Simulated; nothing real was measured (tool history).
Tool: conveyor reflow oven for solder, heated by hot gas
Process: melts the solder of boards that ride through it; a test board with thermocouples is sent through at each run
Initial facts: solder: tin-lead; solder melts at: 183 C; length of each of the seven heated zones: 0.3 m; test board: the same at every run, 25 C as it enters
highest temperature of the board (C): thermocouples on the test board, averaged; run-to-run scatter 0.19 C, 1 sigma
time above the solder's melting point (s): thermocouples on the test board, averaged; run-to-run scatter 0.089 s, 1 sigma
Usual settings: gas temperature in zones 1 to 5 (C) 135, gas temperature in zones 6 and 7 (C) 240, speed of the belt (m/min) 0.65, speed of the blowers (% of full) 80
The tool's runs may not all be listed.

| run | hour | gas temperature in zones 1 to 5 (C) | gas temperature in zones 6 and 7 (C) | speed of the belt (m/min) | speed of the blowers (% of full) | highest temperature of the board (C) | time above the solder's melting point (s) |
|---|---|---|---|---|---|---|---|
| 1 | 0 | 135 | 240 | 0.65 | 80 | 225.6 | 46.05 |
| 2 | 91.8 | 135 | 240 | 0.65 | 80 | 225.2 | 45.85 |
| 3 | 135.4 | 135 | 240 | 0.65 | 90 | 227.1 | 46.94 |
| 4 | 209.8 | 127 | 240 | 0.65 | 80 | 223.3 | 43.13 |
| 5 | 290.3 | 127 | 240 | 0.65 | 80 | 222.4 | 42.59 |
|  | 332.5 | flux residue cleaned out of gas plates and filters |
| 6 | 336.2 | 135 | 240 | 0.65 | 59 | 220.5 | 43.03 |
| 7 | 375.2 | 135 | 240 | 0.65 | 59 | 220.5 | 42.95 |
|  | 435.6 | belt drive overhauled, speed set with a stopwatch |
| 8 | 458.4 | 135 | 240 | 0.65 | 59 | 218.6 | 41.01 |
| 9 | 504.2 | 135 | 240 | 0.65 | 80 | 225 | 44.81 |
| 10 | 567.9 | 135 | 240 | 0.65 | 81 | 225.3 | 44.79 |
| 11 | 645.9 | 121 | 240 | 0.65 | 80 | 221.5 | 40.48 |
| 12 | 724.6 | 121 | 240 | 0.65 | 80 | 221 | 39.83 |
|  | 763.1 | flux residue cleaned out of gas plates and filters |
| 13 | 782.4 | 121 | 240 | 0.65 | 80 | 224.6 | 42.01 |
| 14 | 826.1 | 121 | 240 | 0.65 | 80 | 224.1 | 41.67 |
| 15 | 920.3 | 135 | 246 | 0.647 | 73 | 229.3 | 47 |

Estimate the outcome of run 16 from the log above:
| 16 | 962.1 | 122 | 246 | 0.689 | 71 | ? | ? |

Run 16 came out at highest temperature of the board (C) 223.5, time above the solder's melting point (s) 38.72.
With the hidden condition absent and the run-to-run variation left alone, this run would have shown highest temperature of the board (C) 224.3, time above the solder's melting point (s) 38.95.

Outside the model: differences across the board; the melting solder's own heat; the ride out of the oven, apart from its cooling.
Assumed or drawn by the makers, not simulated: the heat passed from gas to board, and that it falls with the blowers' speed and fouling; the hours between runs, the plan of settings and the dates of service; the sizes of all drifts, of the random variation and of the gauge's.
